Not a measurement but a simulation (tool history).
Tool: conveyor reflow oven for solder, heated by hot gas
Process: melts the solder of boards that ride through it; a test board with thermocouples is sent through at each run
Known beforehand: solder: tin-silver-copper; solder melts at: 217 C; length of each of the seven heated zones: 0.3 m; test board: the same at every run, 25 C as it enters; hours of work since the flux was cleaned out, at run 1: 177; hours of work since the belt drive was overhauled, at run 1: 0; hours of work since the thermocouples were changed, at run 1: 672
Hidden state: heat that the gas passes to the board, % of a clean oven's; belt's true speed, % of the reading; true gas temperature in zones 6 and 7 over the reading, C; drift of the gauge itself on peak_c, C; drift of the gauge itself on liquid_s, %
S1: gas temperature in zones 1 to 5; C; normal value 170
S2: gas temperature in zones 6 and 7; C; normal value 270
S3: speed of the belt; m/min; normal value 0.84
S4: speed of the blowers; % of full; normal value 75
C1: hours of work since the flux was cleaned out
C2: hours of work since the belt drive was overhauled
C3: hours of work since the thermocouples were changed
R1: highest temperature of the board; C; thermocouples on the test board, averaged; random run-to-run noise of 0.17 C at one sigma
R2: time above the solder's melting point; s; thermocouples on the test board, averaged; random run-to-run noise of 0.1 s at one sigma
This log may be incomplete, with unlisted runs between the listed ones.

Run 1, hour 0: usual settings; C1 177; C2 0; C3 672. Result: R1 251 C, R2 30.5 s.
Run 2, hour 20.2: usual settings; C1 187; C2 10; C3 682. Result: R1 251.3 C, R2 30.4 s.
Run 3, hour 34.9: usual settings; C1 194; C2 17; C3 689. Result: R1 251.2 C, R2 30.2 s.
Run 4, hour 58.4: usual settings; C1 205; C2 28; C3 700. Result: R1 251 C, R2 30.3 s.
Run 5, hour 86.5: usual settings but S2 273 C; C1 219; C2 41; C3 713. Result: R1 253.8 C, R2 31.4 s.
Run 6, hour 103: usual settings but S2 273 C; C1 227; C2 49; C3 721. Result: R1 253.3 C, R2 31.2 s.
Run 7, hour 133.6: usual settings; C1 241; C2 64; C3 736. Result: R1 250.8 C, R2 30.3 s.
At hour 157.7: flux residue cleaned out of gas plates and filters.
Run 8, hour 164.2: usual settings but S4 60 % of full; C1 3; C2 76; C3 748. Result: R1 247.1 C, R2 27.9 s.
Run 9, hour 196.2: usual settings but S4 86 % of full; C1 18; C2 92; C3 764. Result: R1 255.7 C, R2 32.7 s.
Run 10, hour 228.1: usual settings but S4 86 % of full; C1 34; C2 107; C3 779. Result: R1 255.5 C, R2 32.5 s.
Run 11, hour 252.4: usual settings but S2 277 C, S4 86 % of full; C1 45; C2 118; C3 790. Result: R1 261.2 C, R2 34.5 s.
Run 12, hour 274.6: usual settings but S2 277 C, S4 86 % of full; C1 56; C2 129; C3 801. Result: R1 261.2 C, R2 34.5 s.
Run 13, hour 295: usual settings but S1 181 C, S2 271 C, S3 0.684 m/min, S4 89 % of full; C1 66; C2 139; C3 811. Result: R1 263.9 C, R2 46.7 s.
Run 14, hour 309.5: usual settings but S3 1.007 m/min; C1 73; C2 146; C3 818. Result: R1 245.1 C, R2 22.2 s.
Run 15, hour 338.2: usual settings but S3 1.007 m/min; C1 86; C2 159; C3 831. Result: R1 244.9 C, R2 22.3 s.
Run 16, hour 358: usual settings but S4 85 % of full; C1 96; C2 169; C3 841. Result: R1 255 C, R2 32.3 s.
Run 17, hour 380.7: usual settings but S4 85 % of full; C1 107; C2 180; C3 852. Result: R1 254.5 C, R2 32.5 s.
Run 18, hour 410.3: usual settings but S4 85 % of full; C1 121; C2 194; C3 866. Result: R1 254.7 C, R2 32.5 s.
Run 19, hour 440.4: usual settings but S4 85 % of full; C1 135; C2 208; C3 880. Result: R1 254.6 C, R2 32.1 s.
Run 20, hour 467.1: usual settings but S4 85 % of full; C1 148; C2 221; C3 893. Result: R1 254.1 C, R2 32.2 s.
Run 21, hour 482.3: usual settings but S1 185 C, S2 281 C, S3 0.713 m/min, S4 51 % of full; C1 155; C2 228; C3 900. Result: R1 261.7 C, R2 44.2 s.
Run 22, hour 508.3: usual settings but S1 176 C, S2 265 C, S3 0.93 m/min, S4 53 % of full; C1 168; C2 241; C3 913. Result: R1 236.6 C, R2 19.3 s.

Describe how what the log doesn't record of the tool's condition differs between the last listed run preceding each entry between runs and the first listed run following it.
Run 7 -> run 8: flux residue cleaned out of gas plates and filters (hour 157.7)
  heat that the gas passes to the board, % of a clean oven's: 94.2 -> 99.3; belt's true speed, % of the reading: 99.68 -> 99.65; true gas temperature in zones 6 and 7 over the reading, C: 1.5 -> 1.53
  what was measured, less what the result would be without the hidden state, R1: -0.4 -> +1.2 C; R2: -0.3 -> +0.7 s

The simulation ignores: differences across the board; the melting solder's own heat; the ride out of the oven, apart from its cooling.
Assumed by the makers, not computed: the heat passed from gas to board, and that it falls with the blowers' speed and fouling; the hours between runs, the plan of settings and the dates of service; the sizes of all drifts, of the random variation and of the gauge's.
